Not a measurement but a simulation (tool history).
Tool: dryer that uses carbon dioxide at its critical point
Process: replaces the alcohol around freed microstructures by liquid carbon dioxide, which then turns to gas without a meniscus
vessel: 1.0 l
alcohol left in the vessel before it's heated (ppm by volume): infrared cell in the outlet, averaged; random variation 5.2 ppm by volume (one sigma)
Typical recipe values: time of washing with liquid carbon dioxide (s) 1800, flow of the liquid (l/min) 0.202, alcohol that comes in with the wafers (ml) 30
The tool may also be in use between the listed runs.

run,hour,time of washing with liquid carbon dioxide (s),flow of the liquid (l/min),alcohol that comes in with the wafers (ml),alcohol left in the vessel before it's heated (ppm by volume)
1,0,1800,0.202,30,121
2,16.8,1800,0.202,30,116
3,33.7,2280,0.202,30,53
4,52.7,2280,0.202,30,66
5,73.1,1800,0.202,26,131
6,84.2,1800,0.202,58,240
7,99.2,1800,0.202,29,142
8,116.7,1800,0.202,29,158
9,130.5,1800,0.202,30,155
10,148.8,1800,0.202,30,162
11,169.5,1440,0.166,21,627
12,179.6,1800,0.209,30,162
13,200.4,1800,0.202,33,188
14,213.8,1800,0.202,33,192
15,231,1140,0.178,86,4546
16,248.1,1200,0.203,115,3401
17,261.9,1500,0.15,84,3362
18,277.4,1920,0.126,59,1823
19,288.3,1920,0.126,59,1922
20,298.9,1680,0.178,58,883

Here are 5 independent what-if runs from the current tool condition. What would each one return?
A,314.7,1740,0.202,30,?
B,314.7,1680,0.329,39,?
C,314.7,1560,0.202,30,?
D,314.7,1380,0.144,73,?
E,314.7,2040,0.234,71,?

run,alcohol left in the vessel before it's heated (ppm by volume)
A,280
B,63
C,417
D,4391
E,140
Without the tool's unlogged condition, the same runs would have read:
run,alcohol left in the vessel before it's heated (ppm by volume)
A,116
B,5
C,191
D,2833
E,39
